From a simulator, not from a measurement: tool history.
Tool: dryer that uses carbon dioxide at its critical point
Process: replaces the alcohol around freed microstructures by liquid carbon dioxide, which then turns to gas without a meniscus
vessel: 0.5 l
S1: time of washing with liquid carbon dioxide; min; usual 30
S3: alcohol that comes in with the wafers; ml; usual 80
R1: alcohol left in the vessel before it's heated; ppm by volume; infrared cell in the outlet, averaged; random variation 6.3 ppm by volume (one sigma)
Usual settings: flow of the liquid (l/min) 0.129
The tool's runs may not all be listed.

run 1 hour=0 | S1=30 flow_of_the_liquid_(l/min)=0.129 S3=80 | R1=430
run 2 hour=38.1 | S1=44 flow_of_the_liquid_(l/min)=0.129 S3=80 | R1=138
run 3 hour=64.4 | S1=44 flow_of_the_liquid_(l/min)=0.129 S3=80 | R1=134
run 4 hour=99.4 | S1=30 flow_of_the_liquid_(l/min)=0.129 S3=62 | R1=379
run 5 hour=133 | S1=30 flow_of_the_liquid_(l/min)=0.098 S3=80 | R1=1683
run 6 hour=170.5 | S1=30 flow_of_the_liquid_(l/min)=0.098 S3=80 | R1=1765
run 7 hour=211.4 | S1=30 flow_of_the_liquid_(l/min)=0.098 S3=80 | R1=1789
run 8 hour=238.5 | S1=30 flow_of_the_liquid_(l/min)=0.098 S3=80 | R1=1811
run 9 hour=260.8 | S1=22 flow_of_the_liquid_(l/min)=0.129 S3=80 | R1=2026
run 10 hour=278.1 | S1=22 flow_of_the_liquid_(l/min)=0.129 S3=80 | R1=2014
run 11 hour=318.8 | S1=22 flow_of_the_liquid_(l/min)=0.129 S3=80 | R1=2080
run 12 hour=357.6 | S1=30 flow_of_the_liquid_(l/min)=0.129 S3=86 | R1=587
run 13 hour=386.1 | S1=30 flow_of_the_liquid_(l/min)=0.129 S3=86 | R1=592
run 14 hour=426.9 | S1=30 flow_of_the_liquid_(l/min)=0.129 S3=86 | R1=605
run 15 hour=462.8 | S1=30 flow_of_the_liquid_(l/min)=0.129 S3=86 | R1=619
run 16 hour=502.1 | S1=30 flow_of_the_liquid_(l/min)=0.129 S3=80 | R1=592
run 17 hour=519.4 | S1=30 flow_of_the_liquid_(l/min)=0.129 S3=72 | R1=588
run 18 hour=552.9 | S1=30 flow_of_the_liquid_(l/min)=0.129 S3=32 | R1=362
run 19 hour=589.3 | S1=30 flow_of_the_liquid_(l/min)=0.129 S3=80 | R1=633
-- hour=620.3 inlet filter changed
run 20 hour=629.5 | S1=30 flow_of_the_liquid_(l/min)=0.129 S3=80 | R1=453
run 21 hour=658.1 | S1=30 flow_of_the_liquid_(l/min)=0.129 S3=27 | R1=276
run 22 hour=679.5 | S1=30 flow_of_the_liquid_(l/min)=0.129 S3=27 | R1=287
run 23 hour=709.4 | S1=30 flow_of_the_liquid_(l/min)=0.129 S3=27 | R1=300
run 24 hour=748 | S1=38 flow_of_the_liquid_(l/min)=0.129 S3=80 | R1=259
run 25 hour=777 | S1=23 flow_of_the_liquid_(l/min)=0.174 S3=36 | R1=314
run 26 hour=815.3 | S1=30 flow_of_the_liquid_(l/min)=0.082 S3=20 | R1=979
run 27 hour=838.2 | S1=30 flow_of_the_liquid_(l/min)=0.082 S3=20 | R1=1020
run 28 hour=864.9 | S1=30 flow_of_the_liquid_(l/min)=0.082 S3=102 | R1=4300
run 29 hour=898.6 | S1=30 flow_of_the_liquid_(l/min)=0.09 S3=75 | R1=2264
run 30 hour=940.3 | S1=48 flow_of_the_liquid_(l/min)=0.126 S3=40 | R1=223
run 31 hour=974.8 | S1=48 flow_of_the_liquid_(l/min)=0.126 S3=40 | R1=230
run 32 hour=1003.2 | S1=48 flow_of_the_liquid_(l/min)=0.126 S3=40 | R1=224
run 33 hour=1034.9 | S1=48 flow_of_the_liquid_(l/min)=0.126 S3=40 | R1=240
run 34 hour=1072 | S1=30 flow_of_the_liquid_(l/min)=0.129 S3=34 | R1=386
run 35 hour=1094.1 | S1=30 flow_of_the_liquid_(l/min)=0.129 S3=34 | R1=389
run 36 hour=1126.5 | S1=23 flow_of_the_liquid_(l/min)=0.079 S3=22 | R1=2884
run 37 hour=1162 | S1=34 flow_of_the_liquid_(l/min)=0.1 S3=26 | R1=495
run 38 hour=1182.7 | S1=34 flow_of_the_liquid_(l/min)=0.1 S3=26 | R1=508
run 39 hour=1207.9 | S1=27 flow_of_the_liquid_(l/min)=0.16 S3=80 | R1=401
run 40 hour=1246.8 | S1=30 flow_of_the_liquid_(l/min)=0.088 S3=80 | R1=3029
run 41 hour=1279.3 | S1=30 flow_of_the_liquid_(l/min)=0.088 S3=80 | R1=3054
run 42 hour=1302.1 | S1=30 flow_of_the_liquid_(l/min)=0.088 S3=80 | R1=3062
run 43 hour=1335.4 | S1=45 flow_of_the_liquid_(l/min)=0.088 S3=30 | R1=410
run 44 hour=1366.1 | S1=30 flow_of_the_liquid_(l/min)=0.129 S3=72 | R1=636
run 45 hour=1384.2 | S1=21 flow_of_the_liquid_(l/min)=0.107 S3=54 | R1=3752
run 46 hour=1406.1 | S1=30 flow_of_the_liquid_(l/min)=0.169 S3=80 | R1=333
run 47 hour=1441.2 | S1=35 flow_of_the_liquid_(l/min)=0.134 S3=80 | R1=410
run 48 hour=1464.7 | S1=31 flow_of_the_liquid_(l/min)=0.129 S3=102 | R1=744

3 ways to go on from here, each from the tool as it stands after run 48. What would each give?
-- hour=1491 purifier's bed changed
run A hour=1498.8 | S1=33 flow_of_the_liquid_(l/min)=0.129 S3=80 | R1=?
-- hour=1491 purifier's bed changed
run B hour=1498.8 | S1=31 flow_of_the_liquid_(l/min)=0.19 S3=24 | R1=?
-- hour=1491 purifier's bed changed
run C hour=1498.8 | S1=31 flow_of_the_liquid_(l/min)=0.129 S3=71 | R1=?

run=A R1=253
run=B R1=18
run=C R1=320
Without the tool's hidden state the same runs would have given:
run=A R1=140
run=B R1=14
run=C R1=182
